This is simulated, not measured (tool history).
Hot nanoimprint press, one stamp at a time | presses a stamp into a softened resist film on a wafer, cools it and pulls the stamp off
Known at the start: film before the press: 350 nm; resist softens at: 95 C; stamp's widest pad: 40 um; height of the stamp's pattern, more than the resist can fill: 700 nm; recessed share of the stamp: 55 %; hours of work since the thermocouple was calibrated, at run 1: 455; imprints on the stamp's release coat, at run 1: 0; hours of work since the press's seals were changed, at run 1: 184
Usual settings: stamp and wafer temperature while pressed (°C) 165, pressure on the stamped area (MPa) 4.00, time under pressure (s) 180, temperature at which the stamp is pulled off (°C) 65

run,hour,stamp and wafer temperature while pressed (°C),pressure on the stamped area (MPa),time under pressure (s),temperature at which the stamp is pulled off (°C),hours of work since the thermocouple was calibrated,imprints on the stamp's release coat,hours of work since the press's seals were changed,resist left under the stamp's widest pad (nm),greatest force while the stamp is pulled off (N)
1,0.0,165,4.00,180,65,455,0,184,141.2,103
2,15.2,165,4.00,180,65,462,45,191,141.5,105
3,31.2,165,4.00,180,65,469,92,198,140.9,107
4,50.5,165,4.00,180,65,477,148,206,140.5,109
5,68.1,165,4.00,353,65,485,200,214,106.2,111
6,85.8,165,2.65,180,65,493,252,222,167.7,114
7,106.2,165,4.00,180,69,502,312,231,139.5,101
8,129.8,165,4.00,287,65,513,381,241,117.5,114
9,141.5,165,4.00,287,65,518,416,247,114.3,119
10,153.6,165,4.00,287,65,523,451,252,115.4,114
# hour 158.6: plate thermocouple calibrated
11,175.7,165,4.00,180,65,8,507,260,149.5,119
12,197.3,165,4.00,180,65,17,571,270,150.0,119
13,215.0,165,4.00,180,65,25,623,278,148.1,121
14,228.3,165,4.00,180,65,31,662,284,148.3,129
15,248.6,165,4.00,180,65,40,721,293,147.9,128
16,258.8,165,4.00,180,63,44,751,297,149.7,136
17,271.0,154,3.00,300,58,50,787,303,245.6,148
18,281.8,165,4.39,180,65,55,819,307,141.3,128
19,299.7,165,5.00,180,65,63,871,315,134.9,126
# hour 307.1: stamp cleaned and given a new release coat
20,327.2,165,5.00,180,65,72,59,325,134.1,109
21,350.8,165,5.00,180,65,82,129,335,135.6,107
22,374.2,164,4.46,151,71,93,197,346,159.6,97
23,385.0,174,4.00,142,65,98,229,350,98.2,111
24,396.0,161,5.44,321,70,103,261,355,130.9,100
25,417.8,165,4.00,180,68,112,325,365,146.2,103
26,435.1,160,5.92,211,72,120,376,373,159.7,95
27,457.0,160,5.92,211,72,130,440,382,160.8,96
28,468.2,160,5.92,211,72,135,473,387,159.5,98
29,479.8,165,5.69,180,65,140,507,392,127.9,123
30,495.1,165,4.00,307,67,146,552,399,118.3,114
31,519.0,177,4.00,180,73,157,622,410,73.1,96

Forecast each of these 3 alternatives for the next run:
A,531.0,177,5.88,180,73,162,658,415,?,?
B,531.0,159,5.29,237,65,162,658,415,?,?
C,531.0,165,4.00,352,65,162,658,415,?,?

run,resist left under the stamp's widest pad (nm),greatest force while the stamp is pulled off (N)
A,59.7,100
B,169.8,122
C,111.5,117
Without the tool's hidden state the same runs would have given:
run,resist left under the stamp's widest pad (nm),greatest force while the stamp is pulled off (N)
A,60.4,86
B,172.4,105
C,113.4,100

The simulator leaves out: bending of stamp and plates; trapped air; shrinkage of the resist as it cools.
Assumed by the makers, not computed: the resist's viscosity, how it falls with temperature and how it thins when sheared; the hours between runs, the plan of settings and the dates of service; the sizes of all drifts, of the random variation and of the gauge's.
